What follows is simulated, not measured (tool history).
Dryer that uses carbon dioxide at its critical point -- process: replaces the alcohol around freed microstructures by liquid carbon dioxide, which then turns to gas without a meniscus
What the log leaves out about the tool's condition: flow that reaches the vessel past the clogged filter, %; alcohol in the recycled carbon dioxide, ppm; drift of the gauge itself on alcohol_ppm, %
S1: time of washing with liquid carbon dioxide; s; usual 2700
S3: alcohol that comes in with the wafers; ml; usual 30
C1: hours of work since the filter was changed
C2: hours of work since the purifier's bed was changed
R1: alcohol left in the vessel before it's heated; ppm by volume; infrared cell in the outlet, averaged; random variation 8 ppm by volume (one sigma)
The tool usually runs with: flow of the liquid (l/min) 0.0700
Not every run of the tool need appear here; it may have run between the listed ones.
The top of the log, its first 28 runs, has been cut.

run 29 hour=318.4 | S1=2520 flow_of_the_liquid_(l/min)=0.0688 S3=30 | C1=246 C2=398 | R1=845
run 30 hour=333.0 | S1=2700 flow_of_the_liquid_(l/min)=0.0573 S3=63 | C1=255 C2=406 | R1=2780
run 31 hour=349.6 | S1=2700 flow_of_the_liquid_(l/min)=0.0953 S3=30 | C1=265 C2=416 | R1=176
run 32 hour=362.6 | S1=2280 flow_of_the_liquid_(l/min)=0.0885 S3=23 | C1=272 C2=424 | R1=356
run 33 hour=376.2 | S1=1740 flow_of_the_liquid_(l/min)=0.0641 S3=102 | C1=280 C2=432 | R1=13046
run 34 hour=388.0 | S1=2160 flow_of_the_liquid_(l/min)=0.0700 S3=59 | C1=287 C2=439 | R1=2788
run 35 hour=401.5 | S1=2160 flow_of_the_liquid_(l/min)=0.0700 S3=59 | C1=295 C2=447 | R1=2781
run 36 hour=413.8 | S1=2160 flow_of_the_liquid_(l/min)=0.0700 S3=59 | C1=303 C2=454 | R1=2850
run 37 hour=427.7 | S1=2160 flow_of_the_liquid_(l/min)=0.0700 S3=59 | C1=311 C2=463 | R1=2798
run 38 hour=441.2 | S1=3300 flow_of_the_liquid_(l/min)=0.1004 S3=59 | C1=319 C2=471 | R1=127
run 39 hour=451.2 | S1=3300 flow_of_the_liquid_(l/min)=0.1004 S3=59 | C1=325 C2=477 | R1=141
run 40 hour=466.0 | S1=3300 flow_of_the_liquid_(l/min)=0.1004 S3=59 | C1=334 C2=485 | R1=132
run 41 hour=473.4 | S1=3300 flow_of_the_liquid_(l/min)=0.1004 S3=59 | C1=338 C2=490 | R1=135
run 42 hour=486.3 | S1=2700 flow_of_the_liquid_(l/min)=0.0919 S3=77 | C1=346 C2=498 | R1=387
run 43 hour=501.3 | S1=2700 flow_of_the_liquid_(l/min)=0.0919 S3=77 | C1=355 C2=506 | R1=410
run 44 hour=516.7 | S1=2700 flow_of_the_liquid_(l/min)=0.0919 S3=77 | C1=364 C2=516 | R1=410
run 45 hour=525.2 | S1=2640 flow_of_the_liquid_(l/min)=0.0598 S3=21 | C1=369 C2=521 | R1=995
run 46 hour=536.4 | S1=3060 flow_of_the_liquid_(l/min)=0.0700 S3=30 | C1=376 C2=527 | R1=423
run 47 hour=545.2 | S1=2340 flow_of_the_liquid_(l/min)=0.0439 S3=26 | C1=381 C2=533 | R1=4590

Branching from run 47: 3 alternative next runs. What would each branch give?
run A hour=559.6 | S1=1800 flow_of_the_liquid_(l/min)=0.0549 S3=30 | C1=390 C2=541 | R1=?
run B hour=559.6 | S1=2340 flow_of_the_liquid_(l/min)=0.0867 S3=26 | C1=390 C2=541 | R1=?
run C hour=559.6 | S1=2700 flow_of_the_liquid_(l/min)=0.0516 S3=49 | C1=390 C2=541 | R1=?

run=A R1=5543
run=B R1=450
run=C R1=3636
What these runs would have given with no unlogged condition in the tool:
run=A R1=4553
run=B R1=227
run=C R1=2747

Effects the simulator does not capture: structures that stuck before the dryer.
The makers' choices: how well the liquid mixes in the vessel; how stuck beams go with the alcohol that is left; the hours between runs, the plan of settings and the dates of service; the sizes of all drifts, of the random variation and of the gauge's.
